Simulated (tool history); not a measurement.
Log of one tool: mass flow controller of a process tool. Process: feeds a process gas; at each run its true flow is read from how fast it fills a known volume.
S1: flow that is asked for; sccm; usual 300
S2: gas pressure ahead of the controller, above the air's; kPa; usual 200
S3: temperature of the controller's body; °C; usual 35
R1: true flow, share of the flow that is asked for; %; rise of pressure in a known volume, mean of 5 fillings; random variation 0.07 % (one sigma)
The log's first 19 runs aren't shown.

{"run": 20, "hour": 2702.0, "S1": 305, "S2": 276, "S3": 24, "R1": 100.31}
{"run": 21, "hour": 2856.8, "S1": 395, "S2": 171, "S3": 21, "R1": 100.96}
{"run": 22, "hour": 2997.3, "S1": 300, "S2": 197, "S3": 31, "R1": 100.09}
{"run": 23, "hour": 3091.0, "S1": 300, "S2": 197, "S3": 31, "R1": 100.13}
{"run": 24, "hour": 3272.4, "S1": 300, "S2": 188, "S3": 35, "R1": 99.9}
{"run": 25, "hour": 3379.1, "S1": 123, "S2": 161, "S3": 33, "R1": 100.02}
{"run": 26, "hour": 3570.3, "S1": 123, "S2": 161, "S3": 33, "R1": 100.21}
{"run": 27, "hour": 3711.2, "S1": 123, "S2": 161, "S3": 33, "R1": 100.14}
{"run": 28, "hour": 3906.2, "S1": 300, "S2": 269, "S3": 34, "R1": 99.85}
{"run": 29, "hour": 4084.4, "S1": 300, "S2": 199, "S3": 35, "R1": 100.05}
{"run": 30, "hour": 4211.7, "S1": 67, "S2": 231, "S3": 32, "R1": 101.39}
{"run": 31, "hour": 4387.1, "S1": 462, "S2": 164, "S3": 30, "R1": 101.06}
{"run": 32, "hour": 4484.7, "S1": 462, "S2": 164, "S3": 30, "R1": 101.17}
{"run": 33, "hour": 4629.0, "S1": 462, "S2": 164, "S3": 30, "R1": 101.16}
{"run": 34, "hour": 4723.9, "S1": 179, "S2": 144, "S3": 29, "R1": 100.65}
{"run": 35, "hour": 4910.0, "S1": 179, "S2": 144, "S3": 29, "R1": 100.75}

Forecast each of these 3 alternatives for the next run:
{"run": "A", "hour": 5050.3, "S1": 91, "S2": 151, "S3": 34, "R1": "?"}
{"run": "B", "hour": 5050.3, "S1": 69, "S2": 241, "S3": 35, "R1": "?"}
{"run": "C", "hour": 5050.3, "S1": 300, "S2": 190, "S3": 33, "R1": "?"}

run=A R1=101.13
run=B R1=101.59
run=C R1=100.44
Without the tool's hidden state the same runs would have given:
run=A R1=97.59
run=B R1=97.3
run=C R1=98.52
